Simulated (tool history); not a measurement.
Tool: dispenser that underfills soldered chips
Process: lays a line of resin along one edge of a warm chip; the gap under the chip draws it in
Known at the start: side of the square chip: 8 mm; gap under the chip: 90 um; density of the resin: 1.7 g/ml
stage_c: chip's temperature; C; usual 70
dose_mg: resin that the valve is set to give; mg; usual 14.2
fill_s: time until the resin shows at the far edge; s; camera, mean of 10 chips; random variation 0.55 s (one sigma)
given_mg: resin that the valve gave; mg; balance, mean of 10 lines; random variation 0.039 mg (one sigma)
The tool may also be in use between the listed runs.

run	day	stage_c	dose_mg	fill_s	given_mg
1	0.000	70	14.2	48.2	13.96
2	0.083	70	14.2	52.5	13.99
3	0.242	70	14.0	60.2	13.71
4	0.325	70	14.0	64.3	13.87
5	0.467	70	14.0	73.1	13.80
# day 0.542: new syringe of resin
6	0.662	70	14.2	50.5	13.89
7	0.762	70	14.2	55.8	13.95
8	0.938	70	14.2	66.1	13.93
9	1.067	70	17.3	73.0	16.93
# day 1.108: new syringe of resin
10	1.208	76	17.3	40.7	16.82
11	1.288	76	17.3	43.7	16.86
12	1.404	76	17.3	49.4	16.92
13	1.496	76	17.3	52.5	16.83
# day 1.662: new syringe of resin
14	1.704	76	17.3	36.8	16.81
15	1.871	70	14.2	56.0	13.76
16	1.971	70	17.9	58.8	17.33
17	2.154	70	17.9	69.6	17.33
# day 2.229: new syringe of resin
18	2.275	70	17.9	48.5	17.23
19	2.396	82	17.8	34.2	17.19
20	2.588	78	16.7	46.6	16.05
21	2.758	58	13.9	122.0	13.41
# day 2.792: new syringe of resin
22	2.875	60	16.9	72.9	16.26
23	3.062	78	18.3	43.3	17.64
24	3.175	62	14.1	91.1	13.58
25	3.292	62	13.1	105.1	12.52
# day 3.358: new syringe of resin
26	3.396	82	12.2	33.8	11.66
27	3.500	82	12.2	36.7	11.64
28	3.638	56	13.6	110.2	12.96
29	3.733	77	13.5	51.9	12.88
# day 3.912: new syringe of resin
30	3.912	81	12.3	33.1	11.74
31	4.075	77	13.1	43.6	12.39
32	4.171	77	13.1	47.7	12.40
33	4.317	84	14.2	41.6	13.47
# day 4.475: new syringe of resin
34	4.508	77	16.9	36.7	16.02
35	4.696	77	16.9	42.6	16.06
36	4.817	70	12.7	67.3	12.01

Hidden state or all else? Some run-to-run changes of fill_s, split into what the settings, what came in and random variation would give without the hidden state, and what is left for the hidden state (with any gauge scatter that isn't in both results):
The hidden state here: resin's viscosity, % of fresh resin's; dose that the valve gives, % of what is set; true chip temperature over the reading, C; drift of the gauge itself on fill_s, %; drift of the gauge itself on given_mg, %.
Run 20 -> 21: stage_c 78 -> 58, dose_mg 16.7 -> 13.9. fill_s +75.4 s: hidden state +35.0, all else +40.4.
Run 21 -> 22: stage_c 58 -> 60, dose_mg 13.9 -> 16.9, new syringe of resin. fill_s -49.1 s: hidden state -41.4, all else -7.7.
Run 25 -> 26: stage_c 62 -> 82, dose_mg 13.1 -> 12.2, new syringe of resin. fill_s -71.3 s: hidden state -38.2, all else -33.1.
Run 27 -> 28: stage_c 82 -> 56, dose_mg 12.2 -> 13.6. fill_s +73.5 s: hidden state +22.3, all else +51.2.
